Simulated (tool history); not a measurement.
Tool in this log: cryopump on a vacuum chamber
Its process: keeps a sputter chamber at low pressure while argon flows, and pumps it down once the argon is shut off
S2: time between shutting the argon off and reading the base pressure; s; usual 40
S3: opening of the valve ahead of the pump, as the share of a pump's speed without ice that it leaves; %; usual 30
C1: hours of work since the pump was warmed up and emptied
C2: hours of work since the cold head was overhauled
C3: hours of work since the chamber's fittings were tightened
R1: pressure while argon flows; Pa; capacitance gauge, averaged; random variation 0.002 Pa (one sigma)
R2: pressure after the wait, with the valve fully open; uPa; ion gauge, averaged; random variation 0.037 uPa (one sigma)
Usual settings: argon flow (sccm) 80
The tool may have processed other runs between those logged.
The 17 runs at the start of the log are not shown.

Run 18, day 13.442: usual settings but argon flow (sccm) 68, S2 32 s, S3 15 %; C1 302; C2 740; C3 2133. Result: R1 0.8473 Pa, R2 4.94 uPa.
Run 19, day 14.325: usual settings but argon flow (sccm) 136, S2 96 s, S3 28 %; C1 320; C2 757; C3 2151. Result: R1 0.9393 Pa, R2 3.51 uPa.
Run 20, day 15.229: usual settings but argon flow (sccm) 43, S3 23 %; C1 338; C2 775; C3 2169. Result: R1 0.3599 Pa, R2 4.60 uPa.
Run 21, day 16.158: usual settings but argon flow (sccm) 34, S2 271 s, S3 54 %; C1 356; C2 794; C3 2187. Result: R1 0.1340 Pa, R2 3.19 uPa.
Run 22, day 16.971: usual settings but argon flow (sccm) 34, S2 271 s, S3 54 %; C1 372; C2 810; C3 2203. Result: R1 0.1360 Pa, R2 3.33 uPa.
Run 23, day 18.079: usual settings but argon flow (sccm) 48, S2 47 s, S3 31 %; C1 395; C2 832; C3 2226. Result: R1 0.3097 Pa, R2 4.52 uPa.
Run 24, day 18.675: usual settings but argon flow (sccm) 48, S2 47 s, S3 31 %; C1 406; C2 844; C3 2238. Result: R1 0.3141 Pa, R2 4.71 uPa.
At day 19.500: pump warmed up, emptied and cooled again.
Run 25, day 19.504: usual settings but S2 91 s, S3 22 %; C1 0; C2 857; C3 2250. Result: R1 0.6545 Pa, R2 2.90 uPa.
Run 26, day 20.646: usual settings but argon flow (sccm) 101, S2 284 s, S3 21 %; C1 23; C2 879; C3 2273. Result: R1 0.8622 Pa, R2 2.51 uPa.
Run 27, day 21.612: usual settings but argon flow (sccm) 116, S2 226 s; C1 42; C2 899; C3 2292. Result: R1 0.6969 Pa, R2 2.61 uPa.
Run 28, day 22.521: usual settings but argon flow (sccm) 37, S2 245 s; C1 60; C2 917; C3 2310. Result: R1 0.2222 Pa, R2 2.72 uPa.
Run 29, day 23.242: usual settings but S2 93 s; C1 75; C2 931; C3 2325. Result: R1 0.4850 Pa, R2 3.22 uPa.
Run 30, day 24.242: usual settings but argon flow (sccm) 43, S2 93 s, S3 22 %; C1 95; C2 951; C3 2345. Result: R1 0.3541 Pa, R2 3.24 uPa.
Run 31, day 24.908: usual settings but argon flow (sccm) 43, S2 93 s, S3 22 %; C1 108; C2 964; C3 2358. Result: R1 0.3547 Pa, R2 3.32 uPa.

Here are 4 independent what-if runs from the current tool condition. What would each one return?
Run A, day 25.417: usual settings but argon flow (sccm) 43, S2 93 s, S3 40 %; C1 118; C2 975; C3 2368. Result: R1 ?, R2 ?.
Run B, day 25.417: usual settings but S2 22 s, S3 25 %; C1 118; C2 975; C3 2368. Result: R1 ?, R2 ?.
Run C, day 25.417: usual settings but argon flow (sccm) 43, S2 57 s, S3 26 %; C1 118; C2 975; C3 2368. Result: R1 ?, R2 ?.
Run D, day 25.417: usual settings but S3 18 %; C1 118; C2 975; C3 2368. Result: R1 ?, R2 ?.

run      R1    R2
  A  0.1999  3.33
  B  0.5862  5.88
  C  0.3014  3.75
  D  0.8077  4.25
Take away the tool's hidden state, keep each run's random variation, and the runs would have read:
run      R1    R2
  A  0.1911  1.06
  B  0.5698  3.57
  C  0.2926  1.52
  D  0.7912  2.02

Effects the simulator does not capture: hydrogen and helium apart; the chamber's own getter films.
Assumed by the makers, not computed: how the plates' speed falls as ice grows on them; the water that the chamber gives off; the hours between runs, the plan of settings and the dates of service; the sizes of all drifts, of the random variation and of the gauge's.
